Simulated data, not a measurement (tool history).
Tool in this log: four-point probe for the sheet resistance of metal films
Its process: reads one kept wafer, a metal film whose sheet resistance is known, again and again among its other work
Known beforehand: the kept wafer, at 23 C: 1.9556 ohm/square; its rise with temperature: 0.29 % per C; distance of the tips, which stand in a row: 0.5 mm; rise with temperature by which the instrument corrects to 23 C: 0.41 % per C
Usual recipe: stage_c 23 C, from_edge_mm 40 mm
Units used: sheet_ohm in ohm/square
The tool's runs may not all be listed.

Run 1, hour 0.0: usual settings. Result: sheet_ohm 1.948054 ohm/square.
Run 2, hour 114.2: usual settings. Result: sheet_ohm 1.947767 ohm/square.
Run 3, hour 208.5: usual settings but stage_c 25 C. Result: sheet_ohm 1.942975 ohm/square.
Run 4, hour 319.0: usual settings but stage_c 25 C, from_edge_mm 6 mm. Result: sheet_ohm 1.950754 ohm/square.
Run 5, hour 454.7: usual settings. Result: sheet_ohm 1.947612 ohm/square.
Run 6, hour 565.5: usual settings. Result: sheet_ohm 1.946787 ohm/square.
Run 7, hour 623.9: usual settings. Result: sheet_ohm 1.947229 ohm/square.
Run 8, hour 744.4: usual settings but stage_c 35 C. Result: sheet_ohm 1.920023 ohm/square.
Run 9, hour 836.5: usual settings but stage_c 27 C. Result: sheet_ohm 1.937253 ohm/square.
Run 10, hour 908.2: usual settings but stage_c 27 C. Result: sheet_ohm 1.937895 ohm/square.
Run 11, hour 1038.1: usual settings but stage_c 27 C. Result: sheet_ohm 1.937452 ohm/square.
Run 12, hour 1105.0: usual settings but stage_c 27 C. Result: sheet_ohm 1.936552 ohm/square.
Run 13, hour 1193.7: usual settings but stage_c 27 C. Result: sheet_ohm 1.936764 ohm/square.
Run 14, hour 1253.2: usual settings. Result: sheet_ohm 1.945593 ohm/square.
At hour 1264.3: stage's thermometer calibrated.
Run 15, hour 1395.7: usual settings. Result: sheet_ohm 1.944734 ohm/square.
At hour 1497.8: stage's thermometer calibrated, once more.
Run 16, hour 1527.9: usual settings. Result: sheet_ohm 1.947107 ohm/square.
Run 17, hour 1626.7: usual settings but from_edge_mm 11 mm. Result: sheet_ohm 1.948706 ohm/square.
Run 18, hour 1731.4: usual settings. Result: sheet_ohm 1.946958 ohm/square.
Run 19, hour 1871.9: usual settings. Result: sheet_ohm 1.947060 ohm/square.
Run 20, hour 1938.3: usual settings but stage_c 28 C. Result: sheet_ohm 1.934857 ohm/square.
Run 21, hour 2029.0: usual settings but stage_c 28 C. Result: sheet_ohm 1.934903 ohm/square.
Run 22, hour 2114.7: usual settings but stage_c 28 C. Result: sheet_ohm 1.935135 ohm/square.
Run 23, hour 2189.0: usual settings but stage_c 28 C. Result: sheet_ohm 1.934895 ohm/square.
Run 24, hour 2264.5: usual settings but stage_c 28 C. Result: sheet_ohm 1.934471 ohm/square.
Run 25, hour 2328.2: usual settings but stage_c 28 C. Result: sheet_ohm 1.934167 ohm/square.
At hour 2363.8: new probe head fitted.
Run 26, hour 2420.3: usual settings but stage_c 28 C. Result: sheet_ohm 1.946701 ohm/square.
Run 27, hour 2516.8: usual settings but stage_c 31 C. Result: sheet_ohm 1.939898 ohm/square.
Run 28, hour 2577.0: usual settings but stage_c 32 C, from_edge_mm 23 mm. Result: sheet_ohm 1.937280 ohm/square.
Run 29, hour 2710.5: usual settings but from_edge_mm 8 mm. Result: sheet_ohm 1.961301 ohm/square.
Run 30, hour 2845.8: usual settings but from_edge_mm 8 mm. Result: sheet_ohm 1.961399 ohm/square.
Run 31, hour 2991.1: usual settings but stage_c 29 C, from_edge_mm 32 mm. Result: sheet_ohm 1.943431 ohm/square.
Run 32, hour 3072.2: usual settings but stage_c 29 C, from_edge_mm 32 mm. Result: sheet_ohm 1.944299 ohm/square.
Run 33, hour 3168.3: usual settings but stage_c 18 C. Result: sheet_ohm 1.968383 ohm/square.
Run 34, hour 3231.0: usual settings but stage_c 22 C, from_edge_mm 8 mm. Result: sheet_ohm 1.962881 ohm/square.
Run 35, hour 3326.9: usual settings but stage_c 32 C, from_edge_mm 64 mm. Result: sheet_ohm 1.935915 ohm/square.
Run 36, hour 3402.1: usual settings but stage_c 31 C, from_edge_mm 6 mm. Result: sheet_ohm 1.945592 ohm/square.
Run 37, hour 3518.4: usual settings but stage_c 28 C, from_edge_mm 14 mm. Result: sheet_ohm 1.945709 ohm/square.
Run 38, hour 3629.8: usual settings but stage_c 28 C, from_edge_mm 14 mm. Result: sheet_ohm 1.945602 ohm/square.
Run 39, hour 3689.7: usual settings but stage_c 28 C, from_edge_mm 45 mm. Result: sheet_ohm 1.944120 ohm/square.
Run 40, hour 3763.7: usual settings but stage_c 22 C. Result: sheet_ohm 1.957492 ohm/square.
Run 41, hour 3842.0: usual settings but stage_c 20 C, from_edge_mm 5 mm. Result: sheet_ohm 1.973248 ohm/square.
Run 42, hour 3945.5: usual settings but stage_c 26 C, from_edge_mm 49 mm. Result: sheet_ohm 1.948281 ohm/square.
Run 43, hour 4071.5: usual settings but stage_c 28 C, from_edge_mm 35 mm. Result: sheet_ohm 1.944280 ohm/square.
Run 44, hour 4191.1: usual settings but from_edge_mm 41 mm. Result: sheet_ohm 1.954834 ohm/square.
Run 45, hour 4260.4: usual settings but from_edge_mm 54 mm. Result: sheet_ohm 1.954331 ohm/square.
Run 46, hour 4362.7: usual settings but stage_c 29 C, from_edge_mm 10 mm. Result: sheet_ohm 1.943283 ohm/square.

Below, some changes in sheet_ohm between adjacent runs. For each, the amount present without the hidden state too (settings, incoming material, random variation) and the amount remaining for the hidden state with gauge scatter not shared by both compared results:
Hidden conditions of the tool in this case: inner tips' distance over the nominal, %; tips' flats over new ones', %; wafer's true temperature over the reading, C; drift of the gauge itself on sheet_ohm, %.
Run 7 -> 8: stage_c 23 -> 35. sheet_ohm -0.027206 ohm/square: hidden state -0.000051, all else -0.027155.
Run 14 -> 15: stage's thermometer calibrated. sheet_ohm -0.000859 ohm/square: hidden state -0.000774, all else -0.000085.
Run 15 -> 16: stage's thermometer calibrated, once more. sheet_ohm +0.002373 ohm/square: hidden state +0.002367, all else +0.000006.
Run 25 -> 26: new probe head fitted. sheet_ohm +0.012534 ohm/square: hidden state +0.012119, all else +0.000415.
Run 34 -> 35: stage_c 22 -> 32, from_edge_mm 8 -> 64. sheet_ohm -0.026966 ohm/square: hidden state -0.000175, all else -0.026791.
Run 41 -> 42: stage_c 20 -> 26, from_edge_mm 5 -> 49. sheet_ohm -0.024967 ohm/square: hidden state -0.000176, all else -0.024791.
